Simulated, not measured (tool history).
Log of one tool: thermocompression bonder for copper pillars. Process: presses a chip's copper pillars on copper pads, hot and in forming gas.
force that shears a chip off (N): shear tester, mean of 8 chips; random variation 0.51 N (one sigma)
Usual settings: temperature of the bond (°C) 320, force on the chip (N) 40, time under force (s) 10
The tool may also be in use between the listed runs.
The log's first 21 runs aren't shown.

run,hour,temperature of the bond (°C),force on the chip (N),time under force (s),force that shears a chip off (N)
22,185.5,320,40,10,45.6
23,197.8,320,40,10,45.8
24,207.7,302,40,7,33.4
25,217.9,302,40,7,33.4
26,224.6,304,45,7,36.4
27,236.6,304,45,7,36.8
28,243.3,328,59,10,57.4
29,251.3,328,59,10,56.3
30,260.2,328,59,10,57.2
31,268.4,300,59,10,43.9
32,280.5,320,56,9,50
33,293.6,344,56,13,65.6
34,305.6,344,56,13,65.5
# hour 312.2: forming gas filter changed
35,315.9,344,56,13,72.1
36,328.8,344,56,13,71.4
37,335.3,344,56,13,71.5
38,346.1,290,40,12,37.5
39,355.4,311,33,10,40.1

3 ways to go on from here, each from the tool as it stands after run 39. What would each give?
A,366.5,335,40,10,?
B,366.5,338,46,9,?
C,366.5,338,37,10,?

run,force that shears a chip off (N)
A,56.1
B,58.7
C,54.8
Without the tool's hidden state the same runs would have given:
run,force that shears a chip off (N)
A,56.8
B,59.4
C,55.5

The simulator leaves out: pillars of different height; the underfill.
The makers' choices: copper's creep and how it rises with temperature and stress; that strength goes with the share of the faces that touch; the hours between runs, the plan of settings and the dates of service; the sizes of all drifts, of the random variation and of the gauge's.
